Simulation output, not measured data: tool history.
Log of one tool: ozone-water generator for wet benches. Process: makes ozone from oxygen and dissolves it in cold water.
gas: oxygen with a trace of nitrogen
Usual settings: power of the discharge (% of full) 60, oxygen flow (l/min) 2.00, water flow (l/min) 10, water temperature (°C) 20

run	hour	power of the discharge (% of full)	oxygen flow (l/min)	water flow (l/min)	water temperature (°C)	dissolved ozone (ppm)	ozone in the gas ahead of the water (g/m3)
1	0.0	60	2.00	10	20	18.0	196.2
# hour 76.0: water thermometer calibrated
2	184.9	60	2.00	10	20	18.2	196.3
3	329.2	60	2.00	10	20	18.0	197.9
4	501.7	60	2.00	10	20	18.1	196.5
5	672.7	60	2.00	10	20	18.0	196.8
6	812.9	60	2.00	10	20	18.0	196.0
7	987.5	60	2.00	10	20	17.9	197.1
8	1122.5	60	2.00	10	20	18.1	199.6
9	1291.4	60	2.00	11	24	15.6	194.8
10	1401.4	48	1.25	10	20	15.0	220.4
11	1498.8	48	1.16	10	20	14.7	234.0
12	1656.2	48	1.16	10	20	14.9	230.7
13	1777.9	60	1.96	11	20	16.3	200.4
14	1876.9	60	1.96	11	20	16.5	200.4
15	2057.3	60	1.96	16	13	12.1	202.2
16	2234.1	96	1.94	9	20	28.2	290.8

Some steps in ozone in the gas ahead of the water (g/m3) between neighbouring runs. How much of each would the tool show without its hidden state too (settings, what came in, random variation), and how much is left for the hidden state, with any gauge scatter that isn't in both results?
The hidden state here: yield of the discharge, % of new electrodes'; contactor's efficiency, % of a clean one's; true water temperature over the reading, C; drift of the gauge itself on ozone_ppm, %; drift of the gauge itself on gas_g_m3, %.
Run 15 -> 16: power of the discharge (% of full) 60 -> 96, oxygen flow (l/min) 1.96 -> 1.94, water flow (l/min) 16 -> 9, water temperature (°C) 13 -> 20. ozone in the gas ahead of the water (g/m3) +88.6: hidden state +1.0, all else +87.6.
